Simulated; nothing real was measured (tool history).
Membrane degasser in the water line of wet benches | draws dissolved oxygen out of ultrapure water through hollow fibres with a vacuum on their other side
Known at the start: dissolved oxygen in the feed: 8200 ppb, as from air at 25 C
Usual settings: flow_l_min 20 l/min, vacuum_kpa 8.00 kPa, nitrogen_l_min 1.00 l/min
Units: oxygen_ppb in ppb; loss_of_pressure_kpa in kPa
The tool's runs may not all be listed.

run 1 hour=0.0 | flow_l_min=20 vacuum_kpa=8.00 nitrogen_l_min=1.00 | oxygen_ppb=289.8 loss_of_pressure_kpa=68.72
run 2 hour=59.3 | flow_l_min=20 vacuum_kpa=8.00 nitrogen_l_min=1.33 | oxygen_ppb=244.1 loss_of_pressure_kpa=68.26
run 3 hour=100.5 | flow_l_min=20 vacuum_kpa=8.00 nitrogen_l_min=1.04 | oxygen_ppb=285.2 loss_of_pressure_kpa=68.22
run 4 hour=166.4 | flow_l_min=20 vacuum_kpa=8.00 nitrogen_l_min=1.04 | oxygen_ppb=283.2 loss_of_pressure_kpa=68.42
run 5 hour=242.0 | flow_l_min=31 vacuum_kpa=8.00 nitrogen_l_min=1.00 | oxygen_ppb=498.5 loss_of_pressure_kpa=106.02
run 6 hour=313.5 | flow_l_min=20 vacuum_kpa=8.00 nitrogen_l_min=1.00 | oxygen_ppb=291.2 loss_of_pressure_kpa=67.92
run 7 hour=352.9 | flow_l_min=20 vacuum_kpa=11.73 nitrogen_l_min=1.00 | oxygen_ppb=447.0 loss_of_pressure_kpa=68.20
run 8 hour=420.7 | flow_l_min=20 vacuum_kpa=11.73 nitrogen_l_min=1.00 | oxygen_ppb=443.9 loss_of_pressure_kpa=68.13
run 9 hour=484.4 | flow_l_min=30 vacuum_kpa=8.00 nitrogen_l_min=1.00 | oxygen_ppb=474.9 loss_of_pressure_kpa=102.23
run 10 hour=559.7 | flow_l_min=20 vacuum_kpa=9.68 nitrogen_l_min=1.00 | oxygen_ppb=362.3 loss_of_pressure_kpa=68.28
run 11 hour=593.9 | flow_l_min=20 vacuum_kpa=8.00 nitrogen_l_min=1.37 | oxygen_ppb=241.8 loss_of_pressure_kpa=68.39
run 12 hour=665.5 | flow_l_min=20 vacuum_kpa=8.00 nitrogen_l_min=1.00 | oxygen_ppb=292.6 loss_of_pressure_kpa=68.26
run 13 hour=741.1 | flow_l_min=13 vacuum_kpa=18.59 nitrogen_l_min=2.53 | oxygen_ppb=214.8 loss_of_pressure_kpa=44.21
run 14 hour=774.9 | flow_l_min=26 vacuum_kpa=17.47 nitrogen_l_min=0.45 | oxygen_ppb=1449.4 loss_of_pressure_kpa=89.19
run 15 hour=830.0 | flow_l_min=26 vacuum_kpa=17.47 nitrogen_l_min=0.45 | oxygen_ppb=1443.9 loss_of_pressure_kpa=88.86
run 16 hour=875.3 | flow_l_min=26 vacuum_kpa=17.47 nitrogen_l_min=0.45 | oxygen_ppb=1452.4 loss_of_pressure_kpa=88.79
run 17 hour=931.7 | flow_l_min=24 vacuum_kpa=8.00 nitrogen_l_min=1.00 | oxygen_ppb=364.6 loss_of_pressure_kpa=82.27
run 18 hour=1006.3 | flow_l_min=24 vacuum_kpa=8.00 nitrogen_l_min=1.00 | oxygen_ppb=365.5 loss_of_pressure_kpa=81.88
run 19 hour=1051.2 | flow_l_min=24 vacuum_kpa=8.00 nitrogen_l_min=1.00 | oxygen_ppb=363.7 loss_of_pressure_kpa=81.94
run 20 hour=1101.6 | flow_l_min=20 vacuum_kpa=10.40 nitrogen_l_min=0.45 | oxygen_ppb=672.7 loss_of_pressure_kpa=68.60
run 21 hour=1139.1 | flow_l_min=16 vacuum_kpa=8.00 nitrogen_l_min=1.00 | oxygen_ppb=221.4 loss_of_pressure_kpa=54.69
run 22 hour=1215.8 | flow_l_min=13 vacuum_kpa=6.01 nitrogen_l_min=1.00 | oxygen_ppb=114.6 loss_of_pressure_kpa=44.31
run 23 hour=1290.7 | flow_l_min=13 vacuum_kpa=6.01 nitrogen_l_min=1.00 | oxygen_ppb=114.1 loss_of_pressure_kpa=44.43

Hidden state or all else? Some run-to-run changes of oxygen_ppb, split into what the settings, what came in and random variation would give without the hidden state, and what is left for the hidden state (with any gauge scatter that isn't in both results):
The hidden state here: membrane still open, %; true pressure behind the membrane over the reading, kPa; air that leaks in behind the membrane, l/min; drift of the gauge itself on oxygen_ppb, %; drift of the gauge itself on loss_of_pressure_kpa, %.
Run 13 -> 14: flow_l_min 13 -> 26, vacuum_kpa 18.59 -> 17.47, nitrogen_l_min 2.53 -> 0.45. oxygen_ppb +1234.6 ppb: hidden state +6.8, all else +1227.8.
Run 16 -> 17: flow_l_min 26 -> 24, vacuum_kpa 17.47 -> 8.00, nitrogen_l_min 0.45 -> 1.00. oxygen_ppb -1087.8 ppb: hidden state -1.8, all else -1086.0.
Run 20 -> 21: flow_l_min 20 -> 16, vacuum_kpa 10.40 -> 8.00, nitrogen_l_min 0.45 -> 1.00. oxygen_ppb -451.3 ppb: hidden state -5.7, all else -445.6.

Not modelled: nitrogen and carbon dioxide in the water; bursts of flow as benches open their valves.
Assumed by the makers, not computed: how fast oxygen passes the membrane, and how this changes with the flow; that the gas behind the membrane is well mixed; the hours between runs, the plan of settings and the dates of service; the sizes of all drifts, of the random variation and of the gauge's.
